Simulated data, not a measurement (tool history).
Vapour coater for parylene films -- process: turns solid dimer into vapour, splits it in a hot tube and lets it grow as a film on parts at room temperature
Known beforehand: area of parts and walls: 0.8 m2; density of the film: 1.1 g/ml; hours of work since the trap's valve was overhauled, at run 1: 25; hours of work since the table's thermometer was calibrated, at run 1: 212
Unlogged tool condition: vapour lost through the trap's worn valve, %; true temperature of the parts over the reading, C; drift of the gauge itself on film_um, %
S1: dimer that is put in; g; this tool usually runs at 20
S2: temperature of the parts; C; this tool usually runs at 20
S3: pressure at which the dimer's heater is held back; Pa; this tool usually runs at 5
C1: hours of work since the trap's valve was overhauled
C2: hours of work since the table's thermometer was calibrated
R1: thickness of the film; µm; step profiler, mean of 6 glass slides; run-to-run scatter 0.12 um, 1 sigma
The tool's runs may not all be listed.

run    hour  S1  S2     S3   C1   C2     R1
  1       0  20  20      5   25  212  15.08
  2    52.2  20  20      5   72  258  15.04
  3    84.4  17  20      5  100  287  12.99
  4   147.6  17  20      5  156  343  12.82
  5   176.6  17  20      5  182  369  12.77
  6   206.4  20  20      5  208  395  15.07
  7   255.8  18  20      5  252  439  13.56
  8     293  18  20      5  285  472  13.68
  9     346  18  20      5  332  519  13.73
 10   373.9  18  20      5  357  543  13.67
      429.5  -- trap's valve overhauled
 11   441.9  18  20      5   11  600  13.67
 12   496.6  18  20      5   60  649  13.76
 13   550.9  20  20      5  108  697  15.25
 14   583.4  20  20      5  136  726  15.25
 15   640.9  20  20      5  187  776  15.35
 16   669.6  20  20      5  213  802  15.24
 17   703.7  20  20      5  243  832  15.28
 18   767.5  20  20      5  300  889  15.08
 19   808.4  20  20      5  336  925  15.21
 20   847.4  20  20      5  370  960   15.1
      864.9  -- table's thermometer calibrated
      889.6  -- trap's valve overhauled
 21   895.1  20  18      5    5   23  15.97
 22   956.6  20  18      5   59   78  15.85
 23     988  20  18      5   87  106  16.17
 24  1047.8  14  18   5.13  140  159   11.2
 25  1085.7  14  14   3.54  174  192  12.65
 26  1144.7  12  20      5  226  244   9.06
 27  1189.7  23  19      4  266  284  18.16
 28  1227.7  15  23   2.51  300  318  11.03
 29  1258.9  17  18   6.46  327  346  13.23
 30  1303.4  13  21   2.14  367  385  10.28
 31  1335.9  15  31   6.89  396  414   8.35
     1350.2  -- trap's valve overhauled
 32  1384.8  22  20   5.88   31  454  16.55
 33  1413.2  20  23  11.06   56  479  13.31
 34  1447.3  26  31  11.06   86  509  14.12
 35  1496.2  26  31  11.06  129  552  13.78
 36  1526.6  10  20  11.06  156  579   7.09
 37  1568.3  10  21   4.69  193  616   7.44
 38  1599.9  20  22      5  221  644  14.32
 39  1635.5  20  22      5  253  676  14.45
 40  1694.3  26  22   9.14  305  728  17.65
 41  1727.5  20  15   4.64  334  757  17.42
 42    1758  20  15   4.64  361  784  17.41
 43  1784.7   8  20   6.14  385  808   5.95
     1809.9  -- trap's valve overhauled
 44  1821.6   8  20   6.14   10  837      6

What if the next run were any one of these 3? Each begins from the tool's condition after run 44:
  A  1854.1  20  32  5.85  39  866   ?
  B  1854.1   8  13  2.67  39  866   ?
  C  1854.1  20  17   2.6  39  866   ?

run     R1
  A  10.99
  B   7.71
  C  17.35
Without the tool's hidden state the same runs would have given:
run     R1
  A  10.99
  B   7.71
  C  17.34
